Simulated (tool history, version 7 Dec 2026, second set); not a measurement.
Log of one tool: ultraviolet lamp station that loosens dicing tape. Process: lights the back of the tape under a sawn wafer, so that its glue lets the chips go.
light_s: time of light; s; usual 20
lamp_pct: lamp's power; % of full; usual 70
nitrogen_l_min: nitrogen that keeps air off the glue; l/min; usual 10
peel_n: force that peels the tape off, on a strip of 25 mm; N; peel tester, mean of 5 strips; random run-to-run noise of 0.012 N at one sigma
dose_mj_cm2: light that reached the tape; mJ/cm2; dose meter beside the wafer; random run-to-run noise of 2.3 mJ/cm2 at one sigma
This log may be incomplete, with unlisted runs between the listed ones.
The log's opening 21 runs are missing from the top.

run,hour,light_s,lamp_pct,nitrogen_l_min,hours of work of the lamp,hours of work since the window was cleaned,peel_n,dose_mj_cm2
22,808.6,20,92,10,513,50,0.453,240
23,847.4,17,70,13,536,73,0.998,154
24,898.6,11,66,10,566,104,2.532,91
25,955.1,11,66,10,599,137,2.607,90
26,998.3,11,72,18,625,162,1.857,95
27,1037.4,11,72,18,648,185,1.959,92
28,1082.3,12,89,5,675,212,2.467,121
29,1135.9,17,90,10,706,244,0.913,176
30,1193.5,20,61,3,740,277,2.885,137
31,1238.0,20,61,3,766,304,2.853,135
32,1289.4,20,61,3,797,334,2.990,131
33,1324.0,23,82,10,817,354,0.700,198

What will run 34 give?
# hour 1337.6: window cleaned of glue's vapour
34,1355.7,20,74,10,835,11,?,?

{"run 34": {"peel_n": 0.95, "dose_mj_cm2": 175}}
With no hidden state in the tool, this same run would have given peel_n 0.474 N, dose_mj_cm2 238 mJ/cm2.
